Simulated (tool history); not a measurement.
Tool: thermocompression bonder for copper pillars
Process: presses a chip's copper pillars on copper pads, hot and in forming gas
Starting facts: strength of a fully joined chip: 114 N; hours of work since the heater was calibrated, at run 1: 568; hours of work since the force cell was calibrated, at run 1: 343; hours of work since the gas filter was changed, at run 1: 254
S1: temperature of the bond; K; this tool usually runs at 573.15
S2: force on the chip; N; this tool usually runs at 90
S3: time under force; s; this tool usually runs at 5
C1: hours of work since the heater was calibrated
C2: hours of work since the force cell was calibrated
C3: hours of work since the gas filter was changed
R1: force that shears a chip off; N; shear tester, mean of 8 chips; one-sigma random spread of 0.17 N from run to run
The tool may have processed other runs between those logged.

Run 1, hour 0: usual settings; C1 568; C2 343; C3 254. Result: R1 83.4 N.
Run 2, hour 10.6: usual settings but S2 59 N; C1 576; C2 350; C3 261. Result: R1 66 N.
Run 3, hour 23.7: usual settings but S2 59 N; C1 585; C2 359; C3 270. Result: R1 66 N.
Run 4, hour 32.4: usual settings but S2 59 N; C1 591; C2 365; C3 276. Result: R1 65.8 N.
Run 5, hour 40.4: usual settings but S2 59 N; C1 596; C2 371; C3 282. Result: R1 65.8 N.
Run 6, hour 50.1: usual settings; C1 603; C2 377; C3 288. Result: R1 84.1 N.
Run 7, hour 60.8: usual settings; C1 610; C2 385; C3 296. Result: R1 84 N.
Run 8, hour 70.6: usual settings; C1 617; C2 391; C3 302. Result: R1 84.6 N.
Run 9, hour 82.9: usual settings; C1 625; C2 400; C3 311. Result: R1 84.3 N.
Run 10, hour 92: usual settings but S3 11 s; C1 631; C2 406; C3 317. Result: R1 98.5 N.
Run 11, hour 100.6: usual settings; C1 637; C2 412; C3 323. Result: R1 84.4 N.
Run 12, hour 113.4: usual settings but S3 3 s; C1 646; C2 421; C3 332. Result: R1 73.9 N.
Run 13, hour 128.7: usual settings but S1 582.15 K, S2 71 N, S3 3 s; C1 656; C2 431; C3 342. Result: R1 69.8 N.
At hour 137.5: heater calibrated with a thermocouple chip.
Run 14, hour 139.5: usual settings but S1 559.15 K; C1 1; C2 437; C3 348. Result: R1 75.5 N.
Run 15, hour 147.4: usual settings but S1 579.15 K, S2 81 N, S3 3 s; C1 7; C2 443; C3 353. Result: R1 73.4 N.
At hour 152.5: gauge calibrated.
Run 16, hour 158.2: usual settings but S1 583.15 K, S2 93 N; C1 14; C2 450; C3 361. Result: R1 90.9 N.
Run 17, hour 170.3: usual settings but S1 583.15 K, S2 93 N; C1 22; C2 458; C3 369. Result: R1 90.9 N.
Run 18, hour 184.8: usual settings but S1 583.15 K, S2 121 N, S3 3 s; C1 32; C2 468; C3 379. Result: R1 91.5 N.
Run 19, hour 199.9: usual settings but S1 583.15 K, S2 113 N, S3 7 s; C1 43; C2 478; C3 389. Result: R1 102.6 N.
Run 20, hour 212.4: usual settings but S1 553.15 K, S2 114 N, S3 11 s; C1 51; C2 487; C3 398. Result: R1 95.5 N.
Run 21, hour 226.9: usual settings but S2 74 N; C1 61; C2 497; C3 408. Result: R1 75.9 N.
Run 22, hour 235.6: usual settings but S1 564.15 K, S2 122 N; C1 67; C2 503; C3 414. Result: R1 90.6 N.
Run 23, hour 251: usual settings but S1 564.15 K, S2 122 N; C1 78; C2 513; C3 424. Result: R1 91.2 N.

Consider 4 possible next runs. They are alternatives, not a sequence: every one starts from the tool as it was left by run 23. What does each give?
Run A, hour 263.9: usual settings but S1 546.15 K, S2 56 N, S3 6 s; C1 86; C2 522; C3 433. Result: R1 ?.
Run B, hour 263.9: usual settings but S1 567.15 K, S2 122 N, S3 14 s; C1 86; C2 522; C3 433. Result: R1 ?.
Run C, hour 263.9: usual settings but S3 15 s; C1 86; C2 522; C3 433. Result: R1 ?.
Run D, hour 263.9: usual settings but S1 564.15 K, S2 97 N, S3 8 s; C1 86; C2 522; C3 433. Result: R1 ?.

run     R1
  A   50.2
  B  107.1
  C  103.2
  D     91
Without the tool's unlogged condition, the same runs would have read:
run     R1
  A   49.8
  B  106.1
  C  102.3
  D   90.2
